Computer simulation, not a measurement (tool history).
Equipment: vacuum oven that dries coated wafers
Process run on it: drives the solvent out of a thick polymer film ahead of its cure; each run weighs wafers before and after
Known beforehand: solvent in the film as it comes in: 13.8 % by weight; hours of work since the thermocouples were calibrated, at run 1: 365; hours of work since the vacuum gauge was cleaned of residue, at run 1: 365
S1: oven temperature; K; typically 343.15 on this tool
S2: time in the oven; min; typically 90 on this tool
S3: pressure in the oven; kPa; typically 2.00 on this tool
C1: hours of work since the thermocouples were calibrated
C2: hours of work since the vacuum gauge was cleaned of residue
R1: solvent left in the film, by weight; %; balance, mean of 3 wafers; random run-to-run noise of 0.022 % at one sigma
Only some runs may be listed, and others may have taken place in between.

run	day	S1	S2	S3	C1	C2	R1
1	0.000	343.15	90	2.00	365	365	2.48
2	1.179	343.15	90	2.18	378	378	2.51
3	3.267	343.15	90	2.18	401	401	2.54
4	5.362	343.15	90	2.18	424	424	2.55
5	6.992	343.15	78	2.18	442	442	2.98
6	8.100	343.15	90	2.00	454	454	2.41
7	9.400	343.15	90	2.00	468	468	2.47
8	11.404	343.15	90	2.00	490	490	2.46
9	13.396	343.15	90	2.00	512	512	2.44
10	15.050	333.15	90	2.00	530	530	5.66
11	16.538	333.15	90	1.19	546	546	5.41
12	18.671	343.15	90	2.00	570	570	2.46
13	20.567	343.15	90	2.00	590	590	2.43
14	22.246	343.15	90	2.00	609	609	2.41
15	24.371	342.15	90	2.00	632	632	2.70
16	25.867	342.15	90	2.00	648	648	2.70
17	26.821	342.15	90	2.00	659	659	2.68
18	28.850	342.15	90	2.00	681	681	2.71
19	30.471	342.15	90	2.00	699	699	2.69
20	31.425	343.15	95	2.00	709	709	2.22
21	32.400	343.15	49	3.89	720	720	5.05
22	34.379	343.15	76	2.00	742	742	2.95
23	36.221	331.15	64	1.71	762	762	7.40
24	38.000	331.15	64	1.71	781	781	7.38
# day 38.338: oven's thermocouples calibrated
25	39.558	340.15	76	7.60	13	797	5.95
26	40.642	340.15	46	4.22	25	809	6.64
27	42.358	343.15	50	2.00	44	828	4.92
28	43.500	351.15	90	2.15	57	840	1.03
29	44.638	351.15	90	2.15	69	853	1.07
30	45.596	339.15	90	4.91	79	863	4.81
31	47.396	337.15	90	1.32	99	883	4.41
32	49.450	337.15	90	1.32	122	906	4.42
33	51.292	346.15	47	2.81	142	926	4.33
34	52.642	346.15	47	2.81	157	941	4.37
35	54.096	329.15	52	1.18	173	956	8.62
36	56.142	329.15	52	1.18	195	979	8.63
37	57.058	329.15	52	1.18	205	989	8.52

What if the next run were any one of these 5? Each begins from the tool's condition after run 37:
A	58.658	354.15	114	7.56	222	1006	?
B	58.658	329.15	72	1.50	222	1006	?
C	58.658	343.15	90	1.76	222	1006	?
D	58.658	341.15	90	2.00	222	1006	?
E	58.658	346.15	52	1.18	222	1006	?

run	R1
A	1.75
B	7.79
C	2.60
D	3.28
E	3.56
Without the tool's hidden state the same runs would have given:
run	R1
A	1.72
B	7.76
C	2.57
D	3.25
E	3.54
